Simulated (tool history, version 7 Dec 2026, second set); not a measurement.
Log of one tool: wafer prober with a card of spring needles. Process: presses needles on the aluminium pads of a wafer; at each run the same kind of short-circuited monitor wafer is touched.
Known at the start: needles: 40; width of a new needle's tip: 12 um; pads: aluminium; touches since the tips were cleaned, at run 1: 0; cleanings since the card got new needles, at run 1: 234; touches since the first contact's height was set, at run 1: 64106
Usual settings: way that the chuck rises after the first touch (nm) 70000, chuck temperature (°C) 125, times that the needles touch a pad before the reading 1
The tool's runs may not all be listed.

| run | hour | way that the chuck rises after the first touch (nm) | chuck temperature (°C) | times that the needles touch a pad before the reading | touches since the tips were cleaned | cleanings since the card got new needles | touches since the first contact's height was set | resistance of one needle with its contact and lead (mohm) | way that a needle slides on the pad (nm) |
|---|---|---|---|---|---|---|---|---|---|
| 1 | 0 | 70000 | 125 | 1 | 0 | 234 | 64106 | 284 | 10049 |
|  | 14.2 | tips cleaned on abrasive film |
|  | 14.5 | height of the first contact set anew |
|  | 28.7 | tips cleaned on abrasive film |
| 2 | 36.2 | 70000 | 125 | 1 | 4828 | 236 | 13897 | 282 | 10046 |
|  | 41.9 | tips cleaned on abrasive film |
|  | 53.3 | tips cleaned on abrasive film |
|  | 67.5 | tips cleaned on abrasive film |
| 3 | 69.3 | 70000 | 125 | 1 | 1171 | 239 | 35019 | 287 | 10025 |
|  | 80.7 | tips cleaned on abrasive film |
|  | 94.9 | tips cleaned on abrasive film |
|  | 109.1 | tips cleaned on abrasive film |
|  | 120.5 | tips cleaned on abrasive film |
|  | 129.3 | height of the first contact set anew |
|  | 135 | tips cleaned on abrasive film |
| 4 | 135.4 | 70000 | 55 | 1 | 261 | 244 | 3888 | 263 | 10021 |
|  | 146.8 | tips cleaned on abrasive film |
|  | 158.2 | tips cleaned on abrasive film |
|  | 169.6 | tips cleaned on abrasive film |
|  | 183.8 | tips cleaned on abrasive film |
|  | 198 | tips cleaned on abrasive film |
| 5 | 201.9 | 70000 | 55 | 1 | 2513 | 249 | 46302 | 265 | 10018 |
|  | 210.4 | tips cleaned on abrasive film |
|  | 221.8 | tips cleaned on abrasive film |
|  | 236 | tips cleaned on abrasive film |
|  | 243.8 | height of the first contact set anew |
| 6 | 243.8 | 70000 | 55 | 1 | 4832 | 252 | 0 | 261 | 10005 |
|  | 249.6 | tips cleaned on abrasive film |
|  | 263.8 | tips cleaned on abrasive film |
|  | 278 | tips cleaned on abrasive film |
|  | 292.2 | tips cleaned on abrasive film |
|  | 303.5 | tips cleaned on abrasive film |
|  | 315.7 | tips cleaned on abrasive film |
| 7 | 315.7 | 60000 | 43 | 2 | 0 | 258 | 45835 | 263 | 8567 |
|  | 329.9 | tips cleaned on abrasive film |
|  | 341.3 | tips cleaned on abrasive film |
|  | 355.5 | tips cleaned on abrasive film |
|  | 358.6 | height of the first contact set anew |
|  | 367.1 | tips cleaned on abrasive film |
|  | 381.3 | tips cleaned on abrasive film |
|  | 392.9 | tips cleaned on abrasive film |
| 8 | 392.9 | 51000 | 92 | 2 | 0 | 264 | 21880 | 278 | 7293 |
|  | 404.3 | tips cleaned on abrasive film |
|  | 415.7 | tips cleaned on abrasive film |
|  | 429.9 | tips cleaned on abrasive film |
|  | 441.2 | tips cleaned on abrasive film |
| 9 | 451 | 51000 | 92 | 2 | 6284 | 268 | 59005 | 275 | 7285 |
|  | 453.9 | tips cleaned on abrasive film |
|  | 468.1 | tips cleaned on abrasive film |
|  | 474.1 | height of the first contact set anew |
|  | 479.8 | tips cleaned on abrasive film |
|  | 494 | tips cleaned on abrasive film |
| 10 | 502.4 | 70000 | 125 | 1 | 5379 | 272 | 18075 | 287 | 9966 |
|  | 508.1 | tips cleaned on abrasive film |
|  | 519.5 | tips cleaned on abrasive film |
|  | 533.7 | tips cleaned on abrasive film |
| 11 | 537.9 | 68000 | 88 | 2 | 2723 | 275 | 40750 | 272 | 9679 |
|  | 546.5 | tips cleaned on abrasive film |
|  | 557.9 | tips cleaned on abrasive film |
|  | 572.1 | tips cleaned on abrasive film |
|  | 586.3 | tips cleaned on abrasive film |
|  | 589.4 | height of the first contact set anew |
| 12 | 597.8 | 68000 | 88 | 2 | 7215 | 279 | 5402 | 279 | 9683 |

3 ways to go on from here, each from the tool as it stands after run 12. What would each give?
|  | 600.7 | tips cleaned on abrasive film |
|  | 614.9 | tips cleaned on abrasive film |
|  | 629.1 | tips cleaned on abrasive film |
| A | 638.1 | 57000 | 67 | 2 | 5781 | 282 | 31136 | ? | ? |
|  | 600.7 | tips cleaned on abrasive film |
|  | 614.9 | tips cleaned on abrasive film |
|  | 629.1 | tips cleaned on abrasive film |
| B | 638.1 | 70000 | 125 | 2 | 5781 | 282 | 31136 | ? | ? |
|  | 600.7 | tips cleaned on abrasive film |
|  | 614.9 | tips cleaned on abrasive film |
|  | 629.1 | tips cleaned on abrasive film |
| C | 638.1 | 57000 | 77 | 1 | 5781 | 282 | 31136 | ? | ? |

| run | resistance of one needle with its contact and lead (mohm) | way that a needle slides on the pad (nm) |
|---|---|---|
| A | 267 | 8111 |
| B | 282 | 9942 |
| C | 270 | 8104 |
Without the tool's hidden state the same runs would have given:
| run | resistance of one needle with its contact and lead (mohm) | way that a needle slides on the pad (nm) |
|---|---|---|
| A | 266 | 8177 |
| B | 281 | 10023 |
| C | 269 | 8170 |

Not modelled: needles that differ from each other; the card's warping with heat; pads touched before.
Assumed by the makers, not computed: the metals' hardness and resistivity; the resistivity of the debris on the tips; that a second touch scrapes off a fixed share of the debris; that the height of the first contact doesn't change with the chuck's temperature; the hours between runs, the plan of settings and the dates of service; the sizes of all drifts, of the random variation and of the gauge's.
